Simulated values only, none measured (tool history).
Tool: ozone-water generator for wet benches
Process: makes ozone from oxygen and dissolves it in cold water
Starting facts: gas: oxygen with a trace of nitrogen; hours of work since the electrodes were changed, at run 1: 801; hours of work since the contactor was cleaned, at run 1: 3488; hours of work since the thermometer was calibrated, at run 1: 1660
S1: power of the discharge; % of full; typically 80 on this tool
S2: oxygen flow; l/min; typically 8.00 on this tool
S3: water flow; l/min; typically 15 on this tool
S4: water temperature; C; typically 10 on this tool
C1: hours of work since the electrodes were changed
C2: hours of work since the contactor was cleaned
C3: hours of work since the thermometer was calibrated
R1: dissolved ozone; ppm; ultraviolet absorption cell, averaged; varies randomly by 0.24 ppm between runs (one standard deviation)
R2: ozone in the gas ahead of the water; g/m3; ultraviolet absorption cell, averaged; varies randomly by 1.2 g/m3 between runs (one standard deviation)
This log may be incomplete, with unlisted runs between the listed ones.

run   hour  S1    S2  S3  S4    C1    C2    C3    R1     R2
  1    0.0  80  8.00  15  10   801  3488  1660  35.0  206.4
  2   19.5  80  8.00  15  10   818  3505  1676  34.7  207.9
  3   34.2  80  8.00  15  10   831  3517  1689  34.3  209.6
  4   56.6  80  8.00  15  10   850  3537  1709  34.5  208.6
  5   71.4  80  6.78  15  10   863  3550  1722  34.7  225.1
  6   96.9  80  6.78  15  10   885  3572  1744  34.7  226.0
  7  116.6  80  6.78  15  10   902  3589  1761  34.7  224.5
  8  135.4  80  8.00  15  10   919  3605  1777  34.6  208.4
  9  160.4  80  7.35  15  10   940  3627  1799  34.7  217.8
 10  174.4  70  8.00  15  10   953  3639  1811  31.0  185.7
 11  190.5  80  6.99  15  10   967  3653  1825  34.4  222.6
 12  220.4  80  6.99  15  10   993  3679  1851  34.3  221.2
 13  234.0  80  6.99  15  10  1004  3691  1863  34.4  221.1
 14  248.0  80  8.00  15   6  1017  3703  1875  36.8  206.3
 15  263.5  80  8.00  15  10  1030  3717  1889  34.3  206.7
 16  291.8  80  8.00  15  10  1055  3741  1913  34.1  209.3
 17  318.0  80  8.00  15  10  1077  3764  1936  34.0  206.3
 18  344.9  80  6.39  15  10  1101  3787  1959  34.7  231.6

Run 19 is up next; what results do you expect?
 19  367.1  88  8.89  18  12  1120  3807  1979   ?   ?

{"run 19": {"R1": 31.3, "R2": 214.1}}
If the tool had no hidden condition, the same run with the same run-to-run variation would have returned R1 32.8 ppm, R2 216.9 g/m3.
